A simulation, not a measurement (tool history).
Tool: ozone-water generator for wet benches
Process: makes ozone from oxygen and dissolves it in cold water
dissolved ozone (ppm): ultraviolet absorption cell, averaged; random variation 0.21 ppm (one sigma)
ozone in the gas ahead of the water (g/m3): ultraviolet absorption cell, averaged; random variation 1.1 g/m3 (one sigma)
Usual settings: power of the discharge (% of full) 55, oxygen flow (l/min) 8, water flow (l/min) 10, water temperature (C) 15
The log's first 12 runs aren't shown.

run,hour,power of the discharge (% of full),oxygen flow (l/min),water flow (l/min),water temperature (C),hours of work since the electrodes were changed,hours of work since the contactor was cleaned,hours of work since the thermometer was calibrated,dissolved ozone (ppm),ozone in the gas ahead of the water (g/m3)
13,958.6,55,8,10,15,4298,3157,1258,30.4,193.6
14,1016.3,42,8,10,15,4340,3200,1301,25.3,159.6
15,1116.7,55,8,10,15,4415,3275,1376,30.1,194.5
16,1178.7,55,8,10,15,4461,3320,1422,30.2,193.1
17,1245.5,50,8,10,15,4510,3370,1471,28.4,180.8
18,1367.9,50,8,10,15,4601,3461,1562,28.1,179.5
19,1419.2,76,5.28,10,15,4639,3499,1600,38.9,291.8
20,1505.4,84,8,14,12,4703,3563,1664,33.5,262.5
21,1596.8,49,8,12,15,4771,3630,1732,24.7,179.1
22,1675.5,49,7.19,14,15,4829,3689,1790,21.4,187.3
23,1761.3,49,8,10,15,4893,3752,1854,28,179.9
24,1872.1,55,11.72,10,10,4975,3835,1936,31.9,166.2
25,1987.6,55,8,11,10,5060,3920,2021,31.5,196
26,2065.8,74,5.82,10,14,5118,3978,2079,39.2,278.3
27,2139.7,68,12.69,8,13,5173,4033,2134,39.1,185.8
28,2242.9,41,8,10,15,5250,4109,2211,24.5,160.3
29,2304.3,91,8,7,15,5295,4155,2256,53.9,281.3
30,2366.6,55,4.63,10,15,5341,4201,2302,31.2,246.9
31,2458.4,55,4.63,10,15,5410,4269,2370,31.5,247.8
32,2520.2,55,4.63,10,15,5455,4315,2416,31.9,248.2
# hour 2626.6: gauge calibrated
33,2637.3,55,4.63,10,15,5542,4402,2503,31.3,240.6

4 ways to go on from here, each from the tool as it stands after run 33. What would each give?
A,2752.6,96,9.32,8,15,5628,4487,2589,?,?
B,2752.6,55,6.48,8,17,5628,4487,2589,?,?
C,2752.6,55,9.69,10,15,5628,4487,2589,?,?
D,2752.6,81,4.63,10,15,5628,4487,2589,?,?

run,dissolved ozone (ppm),ozone in the gas ahead of the water (g/m3)
A,50.5,264.4
B,34.5,210.4
C,29.4,176.9
D,41,319.9
Without the tool's hidden state the same runs would have given:
run,dissolved ozone (ppm),ozone in the gas ahead of the water (g/m3)
A,50.6,264.3
B,34.5,210.3
C,29.4,176.8
D,41,319.8
